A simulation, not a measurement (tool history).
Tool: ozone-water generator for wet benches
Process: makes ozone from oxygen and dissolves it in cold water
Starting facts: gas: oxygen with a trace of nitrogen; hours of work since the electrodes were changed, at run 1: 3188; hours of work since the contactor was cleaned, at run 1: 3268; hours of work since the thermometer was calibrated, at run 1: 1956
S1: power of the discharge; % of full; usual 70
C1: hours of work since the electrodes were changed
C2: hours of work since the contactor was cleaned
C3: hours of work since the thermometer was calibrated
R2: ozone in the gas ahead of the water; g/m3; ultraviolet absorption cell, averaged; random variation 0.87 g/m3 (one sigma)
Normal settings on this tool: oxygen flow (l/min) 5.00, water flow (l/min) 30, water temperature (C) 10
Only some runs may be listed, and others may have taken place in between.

{"run": 1, "day": 0.0, "S1": 70, "oxygen flow (l/min)": 5.0, "water flow (l/min)": 30, "water temperature (C)": 10, "C1": 3188, "C2": 3268, "C3": 1956, "dissolved ozone (ppm)": 12.9, "R2": 135.6}
{"run": 2, "day": 7.942, "S1": 70, "oxygen flow (l/min)": 5.0, "water flow (l/min)": 30, "water temperature (C)": 10, "C1": 3353, "C2": 3434, "C3": 2122, "dissolved ozone (ppm)": 12.8, "R2": 134.6}
{"run": 3, "day": 14.767, "S1": 70, "oxygen flow (l/min)": 5.0, "water flow (l/min)": 30, "water temperature (C)": 11, "C1": 3495, "C2": 3576, "C3": 2264, "dissolved ozone (ppm)": 12.8, "R2": 134.6}
{"run": 4, "day": 23.042, "S1": 70, "oxygen flow (l/min)": 5.0, "water flow (l/min)": 30, "water temperature (C)": 11, "C1": 3667, "C2": 3748, "C3": 2436, "dissolved ozone (ppm)": 12.6, "R2": 133.8}
{"run": 5, "day": 27.704, "S1": 70, "oxygen flow (l/min)": 5.0, "water flow (l/min)": 30, "water temperature (C)": 11, "C1": 3764, "C2": 3845, "C3": 2533, "dissolved ozone (ppm)": 12.7, "R2": 135.8}
{"run": 6, "day": 31.558, "S1": 70, "oxygen flow (l/min)": 5.0, "water flow (l/min)": 30, "water temperature (C)": 11, "C1": 3844, "C2": 3925, "C3": 2613, "dissolved ozone (ppm)": 12.7, "R2": 134.6}
{"run": 7, "day": 38.254, "S1": 70, "oxygen flow (l/min)": 5.0, "water flow (l/min)": 30, "water temperature (C)": 11, "C1": 3984, "C2": 4065, "C3": 2753, "dissolved ozone (ppm)": 12.6, "R2": 134.1}
{"run": 8, "day": 45.904, "S1": 70, "oxygen flow (l/min)": 5.0, "water flow (l/min)": 30, "water temperature (C)": 11, "C1": 4143, "C2": 4224, "C3": 2912, "dissolved ozone (ppm)": 12.2, "R2": 133.4}
{"run": 9, "day": 51.604, "S1": 70, "oxygen flow (l/min)": 5.0, "water flow (l/min)": 30, "water temperature (C)": 11, "C1": 4262, "C2": 4342, "C3": 3030, "dissolved ozone (ppm)": 12.7, "R2": 132.7}
{"run": 10, "day": 55.246, "S1": 70, "oxygen flow (l/min)": 5.0, "water flow (l/min)": 30, "water temperature (C)": 11, "C1": 4337, "C2": 4418, "C3": 3106, "dissolved ozone (ppm)": 12.4, "R2": 131.7}
{"run": 11, "day": 60.754, "S1": 70, "oxygen flow (l/min)": 2.6, "water flow (l/min)": 30, "water temperature (C)": 10, "C1": 4452, "C2": 4533, "C3": 3221, "dissolved ozone (ppm)": 10.1, "R2": 180.6}
{"run": 12, "day": 64.979, "S1": 70, "oxygen flow (l/min)": 2.6, "water flow (l/min)": 30, "water temperature (C)": 10, "C1": 4540, "C2": 4621, "C3": 3309, "dissolved ozone (ppm)": 10.3, "R2": 180.9}
{"run": 13, "day": 69.933, "S1": 70, "oxygen flow (l/min)": 2.6, "water flow (l/min)": 30, "water temperature (C)": 10, "C1": 4643, "C2": 4724, "C3": 3412, "dissolved ozone (ppm)": 10.2, "R2": 180.7}
{"run": 14, "day": 76.504, "S1": 70, "oxygen flow (l/min)": 2.6, "water flow (l/min)": 30, "water temperature (C)": 10, "C1": 4780, "C2": 4861, "C3": 3549, "dissolved ozone (ppm)": 10.1, "R2": 179.4}
{"run": 15, "day": 80.179, "S1": 70, "oxygen flow (l/min)": 2.6, "water flow (l/min)": 30, "water temperature (C)": 10, "C1": 4856, "C2": 4937, "C3": 3625, "dissolved ozone (ppm)": 10.1, "R2": 180.0}
{"day": 82.596, "done": "contactor cleaned"}
{"run": 16, "day": 84.796, "S1": 70, "oxygen flow (l/min)": 2.6, "water flow (l/min)": 30, "water temperature (C)": 10, "C1": 4949, "C2": 46, "C3": 3718, "dissolved ozone (ppm)": 10.8, "R2": 178.9}
{"run": 17, "day": 89.375, "S1": 70, "oxygen flow (l/min)": 2.6, "water flow (l/min)": 30, "water temperature (C)": 10, "C1": 5044, "C2": 141, "C3": 3813, "dissolved ozone (ppm)": 10.9, "R2": 178.4}
{"run": 18, "day": 97.45, "S1": 70, "oxygen flow (l/min)": 2.6, "water flow (l/min)": 30, "water temperature (C)": 10, "C1": 5212, "C2": 309, "C3": 3981, "dissolved ozone (ppm)": 10.5, "R2": 178.9}
{"run": 19, "day": 103.667, "S1": 42, "oxygen flow (l/min)": 2.86, "water flow (l/min)": 22, "water temperature (C)": 6, "C1": 5342, "C2": 439, "C3": 4111, "dissolved ozone (ppm)": 12.3, "R2": 133.8}
{"run": 20, "day": 108.725, "S1": 52, "oxygen flow (l/min)": 2.91, "water flow (l/min)": 24, "water temperature (C)": 10, "C1": 5447, "C2": 544, "C3": 4216, "dissolved ozone (ppm)": 12.0, "R2": 144.9}
{"run": 21, "day": 114.804, "S1": 70, "oxygen flow (l/min)": 4.16, "water flow (l/min)": 33, "water temperature (C)": 8, "C1": 5573, "C2": 670, "C3": 4342, "dissolved ozone (ppm)": 11.3, "R2": 142.8}
{"run": 22, "day": 122.933, "S1": 70, "oxygen flow (l/min)": 5.1, "water flow (l/min)": 33, "water temperature (C)": 12, "C1": 5743, "C2": 840, "C3": 4512, "dissolved ozone (ppm)": 11.4, "R2": 128.6}
{"run": 23, "day": 129.162, "S1": 44, "oxygen flow (l/min)": 5.1, "water flow (l/min)": 33, "water temperature (C)": 12, "C1": 5872, "C2": 969, "C3": 4641, "dissolved ozone (ppm)": 9.0, "R2": 102.4}
{"run": 24, "day": 133.754, "S1": 73, "oxygen flow (l/min)": 5.0, "water flow (l/min)": 30, "water temperature (C)": 16, "C1": 5968, "C2": 1065, "C3": 4737, "dissolved ozone (ppm)": 12.1, "R2": 132.3}
{"run": 25, "day": 141.504, "S1": 73, "oxygen flow (l/min)": 5.0, "water flow (l/min)": 30, "water temperature (C)": 16, "C1": 6129, "C2": 1226, "C3": 4898, "dissolved ozone (ppm)": 12.1, "R2": 130.1}
{"run": 26, "day": 146.438, "S1": 82, "oxygen flow (l/min)": 5.98, "water flow (l/min)": 30, "water temperature (C)": 17, "C1": 6232, "C2": 1329, "C3": 5001, "dissolved ozone (ppm)": 13.0, "R2": 128.3}
{"run": 27, "day": 154.15, "S1": 82, "oxygen flow (l/min)": 5.98, "water flow (l/min)": 30, "water temperature (C)": 17, "C1": 6392, "C2": 1489, "C3": 5161, "dissolved ozone (ppm)": 13.0, "R2": 126.8}
{"run": 28, "day": 160.512, "S1": 70, "oxygen flow (l/min)": 5.0, "water flow (l/min)": 30, "water temperature (C)": 5, "C1": 6525, "C2": 1622, "C3": 5294, "dissolved ozone (ppm)": 13.1, "R2": 129.7}
{"run": 29, "day": 167.579, "S1": 59, "oxygen flow (l/min)": 4.21, "water flow (l/min)": 30, "water temperature (C)": 13, "C1": 6672, "C2": 1769, "C3": 5441, "dissolved ozone (ppm)": 10.9, "R2": 128.7}
{"day": 175.062, "done": "water thermometer calibrated"}
{"run": 30, "day": 175.767, "S1": 85, "oxygen flow (l/min)": 7.36, "water flow (l/min)": 28, "water temperature (C)": 8, "C1": 6842, "C2": 1939, "C3": 15, "dissolved ozone (ppm)": 16.2, "R2": 115.9}
{"run": 31, "day": 181.375, "S1": 68, "oxygen flow (l/min)": 4.61, "water flow (l/min)": 32, "water temperature (C)": 11, "C1": 6959, "C2": 2055, "C3": 131, "dissolved ozone (ppm)": 11.0, "R2": 131.5}
{"run": 32, "day": 185.817, "S1": 68, "oxygen flow (l/min)": 4.61, "water flow (l/min)": 32, "water temperature (C)": 11, "C1": 7051, "C2": 2148, "C3": 224, "dissolved ozone (ppm)": 11.2, "R2": 131.6}
{"run": 33, "day": 190.267, "S1": 68, "oxygen flow (l/min)": 4.61, "water flow (l/min)": 32, "water temperature (C)": 11, "C1": 7144, "C2": 2241, "C3": 316, "dissolved ozone (ppm)": 11.2, "R2": 130.6}

Branching from run 33: 4 alternative next runs. What would each branch give?
{"run": "A", "day": 195.717, "S1": 68, "oxygen flow (l/min)": 2.95, "water flow (l/min)": 32, "water temperature (C)": 11, "C1": 7257, "C2": 2354, "C3": 430, "dissolved ozone (ppm)": "?", "R2": "?"}
{"run": "B", "day": 195.717, "S1": 77, "oxygen flow (l/min)": 5.0, "water flow (l/min)": 36, "water temperature (C)": 10, "C1": 7257, "C2": 2354, "C3": 430, "dissolved ozone (ppm)": "?", "R2": "?"}
{"run": "C", "day": 195.717, "S1": 53, "oxygen flow (l/min)": 7.87, "water flow (l/min)": 30, "water temperature (C)": 10, "C1": 7257, "C2": 2354, "C3": 430, "dissolved ozone (ppm)": "?", "R2": "?"}
{"run": "D", "day": 195.717, "S1": 66, "oxygen flow (l/min)": 3.17, "water flow (l/min)": 33, "water temperature (C)": 10, "C1": 7257, "C2": 2354, "C3": 430, "dissolved ozone (ppm)": "?", "R2": "?"}

run=A dissolved_ozone_(ppm)=9.9 R2=159.9
run=B dissolved_ozone_(ppm)=10.8 R2=130.7
run=C dissolved_ozone_(ppm)=11.7 R2=89.6
run=D dissolved_ozone_(ppm)=9.7 R2=154.0
Take away the tool's hidden state, keep each run's random variation, and the runs would have read:
run=A dissolved_ozone_(ppm)=11.3 R2=178.4
run=B dissolved_ozone_(ppm)=12.5 R2=146.9
run=C dissolved_ozone_(ppm)=13.2 R2=98.5
run=D dissolved_ozone_(ppm)=11.0 R2=171.6
